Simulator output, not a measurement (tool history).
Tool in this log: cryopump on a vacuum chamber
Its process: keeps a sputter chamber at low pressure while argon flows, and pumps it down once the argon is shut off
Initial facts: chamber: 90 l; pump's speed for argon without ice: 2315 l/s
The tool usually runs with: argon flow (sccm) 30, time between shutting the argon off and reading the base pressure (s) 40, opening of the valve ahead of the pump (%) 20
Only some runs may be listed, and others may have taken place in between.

run	day	argon flow (sccm)	time between shutting the argon off and reading the base pressure (s)	opening of the valve ahead of the pump (%)	pressure while argon flows (Pa)	pressure after the wait (uPa)
1	0.000	30	40	20	0.1101	2.57
# day 1.692: leaking fittings of the chamber tightened, without venting
2	2.200	30	40	20	0.1094	1.48
3	4.071	30	40	20	0.1116	1.42
4	7.262	30	40	20	0.1117	1.53
5	9.746	14	40	20	0.0529	1.53
6	12.092	30	40	27	0.0844	1.60
7	14.317	23	40	20	0.0860	1.64
8	16.179	23	40	20	0.0865	1.66
9	19.246	23	40	20	0.0862	1.70
10	21.912	30	40	20	0.1144	1.75
11	24.988	30	40	20	0.1149	1.88
12	26.792	30	40	20	0.1145	1.79
13	29.612	30	40	20	0.1154	1.89
14	31.733	30	40	20	0.1161	1.91
15	34.367	30	40	53	0.0488	1.98
16	37.162	30	40	53	0.0494	2.05
17	39.108	30	40	53	0.0501	2.10
# day 40.138: pump warmed up, emptied and cooled again
18	40.933	17	70	30	0.0413	1.35
19	43.229	17	90	30	0.0429	1.22
20	45.154	15	137	46	0.0239	1.00
21	47.100	40	21	46	0.0649	3.19
22	49.842	14	29	16	0.0652	2.49
23	53.038	14	29	16	0.0654	2.60
24	54.750	25	90	24	0.0783	1.37
25	58.612	30	30	24	0.0942	2.64
26	62.388	37	30	32	0.0884	2.69
27	65.421	43	78	35	0.0963	1.69
28	67.508	43	78	35	0.0959	1.68
29	70.762	17	40	20	0.0650	2.49
30	73.179	17	40	20	0.0651	2.42
31	76.688	17	40	20	0.0662	2.58
32	79.112	17	40	20	0.0661	2.62
33	82.046	36	47	20	0.1403	2.51
34	84.779	16	129	25	0.0517	1.87

Measured less the same run without the tool's hidden state. The same run-to-run variation is in both; the gauge's scatter may not be:
Unlogged tool condition in this case: pump's speed, % of a pump's without ice; cold plate's temperature, K; leak into the chamber, uPa l/s; drift of the gauge itself on working_pa, %; drift of the gauge itself on base_upa, %.
run	pressure while argon flows (Pa)	pressure after the wait (uPa)
1	+0.0009	+1.18
2	+0.0013	+0.05
3	+0.0015	+0.07
4	+0.0020	+0.12
5	+0.0011	+0.15
6	+0.0027	+0.19
7	+0.0023	+0.22
8	+0.0026	+0.24
9	+0.0030	+0.29
10	+0.0044	+0.34
11	+0.0050	+0.40
12	+0.0054	+0.42
13	+0.0059	+0.48
14	+0.0065	+0.51
15	+0.0071	+0.57
16	+0.0077	+0.63
17	+0.0081	+0.67
18	+0.0002	+0.47
19	+0.0003	+0.50
20	+0.0005	+0.53
21	+0.0015	+0.58
22	+0.0007	+0.61
23	+0.0009	+0.68
24	+0.0019	+0.70
25	+0.0029	+0.77
26	+0.0043	+0.84
27	+0.0058	+0.89
28	+0.0062	+0.92
29	+0.0028	+1.04
30	+0.0031	+1.05
31	+0.0035	+1.16
32	+0.0038	+1.20
33	+0.0089	+1.29
34	+0.0043	+1.34
